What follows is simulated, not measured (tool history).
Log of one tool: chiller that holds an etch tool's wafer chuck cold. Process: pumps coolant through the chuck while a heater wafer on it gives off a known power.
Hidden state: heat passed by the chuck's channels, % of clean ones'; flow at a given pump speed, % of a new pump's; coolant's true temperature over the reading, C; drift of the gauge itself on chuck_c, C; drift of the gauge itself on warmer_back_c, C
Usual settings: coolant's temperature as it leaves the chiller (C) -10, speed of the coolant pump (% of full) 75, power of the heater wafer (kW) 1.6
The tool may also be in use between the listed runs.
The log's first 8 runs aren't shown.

run    hour  coolant's temperature as it leaves the chiller (C)  speed of the coolant pump (% of full)  power of the heater wafer (kW)  hours since the coolant was changed and the channels were flushed  hours since the pump was overhauled  hours since the chiller's thermometer was calibrated  chuck's temperature once it has settled (C)  how much warmer the coolant comes back (C)
  9   286.9                                                 -10                                     75                             1.6                                                               3171                                 1771                                                  1632                                          5.1                                        5.65
 10   325.6                                                 -10                                     75                           1.583                                                               3210                                 1810                                                  1671                                            5                                        5.58
 11     364                                                 -10                                     75                           1.583                                                               3249                                 1848                                                  1709                                          4.8                                        5.61
 12   394.2                                                 -10                                     75                             1.6                                                               3279                                 1878                                                  1740                                          5.1                                        5.66
 13   440.2                                                 -10                                     75                             1.6                                                               3325                                 1924                                                  1786                                          5.2                                         5.7
 14   475.8                                                 -10                                     75                           0.982                                                               3360                                 1960                                                  1821                                         -0.5                                        3.42
 15   507.7                                                 -10                                     75                           0.982                                                               3392                                 1992                                                  1853                                           -1                                        3.46
 16   552.9                                                 -10                                     75                           0.982                                                               3437                                 2037                                                  1898                                         -0.8                                        3.51
 17   591.9                                                 -10                                     75                           0.982                                                               3476                                 2076                                                  1937                                           -1                                        3.48
 18   632.6                                                 -10                                     75                           0.982                                                               3517                                 2117                                                  1978                                         -0.8                                        3.52
 19   672.6                                                 -11                                     99                           2.396                                                               3557                                 2157                                                  2018                                            8                                        6.37
 20   710.9                                                 -11                                     99                           2.396                                                               3595                                 2195                                                  2056                                          8.2                                         6.4
 21   742.4                                                 -10                                     86                           0.857                                                               3627                                 2226                                                  2088                                         -2.7                                        2.64
 22   766.2                                                 -10                                     86                           0.913                                                               3651                                 2250                                                  2112                                         -2.1                                        2.83
 23   806.6                                                 -10                                     86                           0.913                                                               3691                                 2291                                                  2152                                         -2.3                                        2.83
 24     853                                                  -5                                     75                           2.128                                                               3737                                 2337                                                  2198                                         15.1                                        7.52
 25   898.1                                                  -5                                     75                           2.128                                                               3783                                 2382                                                  2243                                         14.8                                        7.48
 26   930.2                                                 -10                                     98                           1.622                                                               3815                                 2414                                                  2276                                          2.9                                        4.43
 27   976.6                                                  -2                                     93                           1.622                                                               3861                                 2461                                                  2322                                         11.4                                        4.59
 28  1004.7                                                  -2                                     93                           1.622                                                               3889                                 2489                                                  2350                                         11.5                                        4.66
 29  1043.5                                                 -19                                     93                           0.894                                                               3928                                 2528                                                  2389                                        -11.7                                        2.56
 30  1075.4                                                 -19                                     75                           0.968                                                               3960                                 2560                                                  2421                                         -9.8                                        3.38
 31  1106.1                                                 -11                                     94                             1.6                                                               3991                                 2590                                                  2451                                          2.2                                        4.51
 32  1126.1                                                 -12                                     62                           1.052                                                               4011                                 2610                                                  2471                                         -0.7                                        4.54

Forecast each of these 4 alternatives for the next run:
  A  1166.9                                                  -3                                     75                             1.6                                                               4051                                 2651                                                  2512                                            ?                                           ?
  B  1166.9                                                 -11                                     98                             1.6                                                               4051                                 2651                                                  2512                                            ?                                           ?
  C  1166.9                                                 -10                                     75                           0.934                                                               4051                                 2651                                                  2512                                            ?                                           ?
  D  1166.9                                                  -9                                     62                           1.236                                                               4051                                 2651                                                  2512                                            ?                                           ?

run  chuck's temperature once it has settled (C)  how much warmer the coolant comes back (C)
  A                                         12.3                                        5.71
  B                                          1.9                                        4.35
  C                                           -1                                        3.29
  D                                          4.1                                        5.31
Without the tool's hidden state the same runs would have given:
run  chuck's temperature once it has settled (C)  how much warmer the coolant comes back (C)
  A                                         12.2                                         5.7
  B                                          1.9                                        4.35
  C                                         -1.1                                        3.29
  D                                          4.1                                         5.3

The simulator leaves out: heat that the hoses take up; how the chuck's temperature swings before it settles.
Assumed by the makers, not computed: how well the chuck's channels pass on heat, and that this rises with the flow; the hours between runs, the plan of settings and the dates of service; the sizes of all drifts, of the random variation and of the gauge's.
